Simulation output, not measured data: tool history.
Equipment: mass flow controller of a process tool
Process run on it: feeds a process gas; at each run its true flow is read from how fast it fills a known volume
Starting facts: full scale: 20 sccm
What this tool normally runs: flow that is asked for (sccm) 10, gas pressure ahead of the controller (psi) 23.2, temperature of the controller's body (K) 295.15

run	hour	flow that is asked for (sccm)	gas pressure ahead of the controller (psi)	temperature of the controller's body (K)	true flow (%)
1	0.0	10	23.2	295.15	97.79
2	257.5	10	23.2	295.15	97.94
# hour 344.7: controller's zero set anew
3	455.9	10	23.2	295.15	97.96
4	692.1	10	23.2	295.15	97.92
5	832.5	10	23.2	295.15	98.10
6	1097.1	10	23.2	295.15	98.12
7	1251.8	10	23.2	295.15	98.20
8	1399.3	10	23.2	295.15	98.27
9	1589.9	10	23.2	295.15	98.46
10	1857.4	10	23.2	295.15	98.58
11	2132.0	2	23.2	295.15	97.19
12	2366.0	2	23.2	295.15	97.33
13	2609.2	2	23.2	295.15	97.40
14	2876.2	2	23.2	295.15	97.52
15	3165.9	2	23.2	295.15	97.51
16	3407.2	10	24.5	295.15	99.13
17	3694.2	4	39.7	311.15	100.66
18	3902.4	11	37.4	312.15	101.75
19	4191.6	10	23.2	308.15	100.75
20	4398.9	10	23.2	308.15	100.90
21	4524.3	5	26.8	309.15	100.23
22	4717.3	11	22.3	295.15	99.68
23	4908.5	11	22.3	295.15	99.84
24	5162.5	10	23.2	298.15	100.01
25	5295.1	4	20.9	308.15	99.96
26	5533.5	3	28.4	294.15	98.80
27	5715.0	4	37.6	297.15	99.89
28	5943.3	4	37.6	297.15	100.01
# hour 5982.9: gauge calibrated
29	6160.5	4	37.6	297.15	97.72

Here are 5 independent what-if runs from the current tool condition. What would each one return?
# hour 6212.4: controller exchanged for a calibrated one
A	6299.9	4	26.8	301.15	?
# hour 6212.4: controller exchanged for a calibrated one
B	6299.9	8	37.6	297.15	?
# hour 6212.4: controller exchanged for a calibrated one
C	6299.9	4	37.6	295.15	?
# hour 6212.4: controller exchanged for a calibrated one
D	6299.9	7	29.6	296.15	?
# hour 6212.4: controller exchanged for a calibrated one
E	6299.9	6	20.3	301.15	?

run	true flow (%)
A	97.53
B	98.49
C	97.53
D	97.75
E	97.64
Had the tool no hidden state, the same runs would have come out as:
run	true flow (%)
A	97.41
B	98.37
C	97.41
D	97.63
E	97.51
